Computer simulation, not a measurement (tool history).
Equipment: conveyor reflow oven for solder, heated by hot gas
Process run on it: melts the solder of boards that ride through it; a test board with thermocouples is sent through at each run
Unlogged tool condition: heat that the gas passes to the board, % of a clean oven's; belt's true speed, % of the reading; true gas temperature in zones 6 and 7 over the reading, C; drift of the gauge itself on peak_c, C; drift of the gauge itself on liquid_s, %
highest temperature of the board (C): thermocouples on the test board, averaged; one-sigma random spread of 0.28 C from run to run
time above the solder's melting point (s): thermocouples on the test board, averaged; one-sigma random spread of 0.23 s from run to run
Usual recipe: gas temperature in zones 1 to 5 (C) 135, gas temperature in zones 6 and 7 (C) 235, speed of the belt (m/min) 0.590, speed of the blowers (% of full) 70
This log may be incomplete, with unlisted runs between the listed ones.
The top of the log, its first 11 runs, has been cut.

run,day,gas temperature in zones 1 to 5 (C),gas temperature in zones 6 and 7 (C),speed of the belt (m/min),speed of the blowers (% of full),hours of work since the flux was cleaned out,hours of work since the belt drive was overhauled,hours of work since the thermocouples were changed,highest temperature of the board (C),time above the solder's melting point (s)
12,3.221,135,235,0.590,70,128,143,150,214.7,42.2
13,3.392,135,235,0.561,70,131,145,153,215.9,46.4
14,3.767,135,234,0.561,70,136,151,158,215.0,45.5
# day 4.000: flux residue cleaned out of gas plates and filters
15,4.217,135,234,0.561,70,3,154,162,214.7,45.4
16,4.479,135,234,0.561,70,7,158,166,214.6,45.5
17,4.842,135,234,0.561,58,13,164,171,210.8,42.1
# day 5.133: flux residue cleaned out of gas plates and filters, once more
18,5.388,135,235,0.600,88,4,169,176,219.2,45.6
19,5.558,135,235,0.600,88,6,172,179,218.9,45.9
20,5.775,139,235,0.590,54,10,175,182,210.3,39.6
21,6.029,141,227,0.590,54,13,179,186,204.1,34.8
22,6.396,135,243,0.689,70,19,184,192,215.7,36.4
23,6.729,135,243,0.689,76,24,189,197,217.6,37.5
24,6.971,135,243,0.689,76,28,193,200,216.8,37.6
25,7.125,135,226,0.590,70,30,195,203,207.7,37.5
26,7.454,135,226,0.590,70,35,200,207,207.6,37.3
27,7.646,144,226,0.518,70,38,203,210,213.0,51.7
28,7.883,144,226,0.518,70,41,206,214,212.8,51.7
29,8.217,135,249,0.476,58,46,212,219,230.3,65.0
30,8.467,128,235,0.590,89,50,215,223,218.7,44.5

Consider 3 possible next runs. They are alternatives, not a sequence: every one starts from the tool as it was left by run 30. What does each give?
A,8.625,128,231,0.516,89,53,218,225,?,?
B,8.625,135,239,0.660,60,53,218,225,?,?
C,8.625,135,231,0.590,81,53,218,225,?,?

run,highest temperature of the board (C),time above the solder's melting point (s)
A,219.0,51.6
B,209.8,34.3
C,214.2,43.2
What these runs would have given with no unlogged condition in the tool:
run,highest temperature of the board (C),time above the solder's melting point (s)
A,219.4,51.4
B,210.1,34.2
C,214.5,43.0
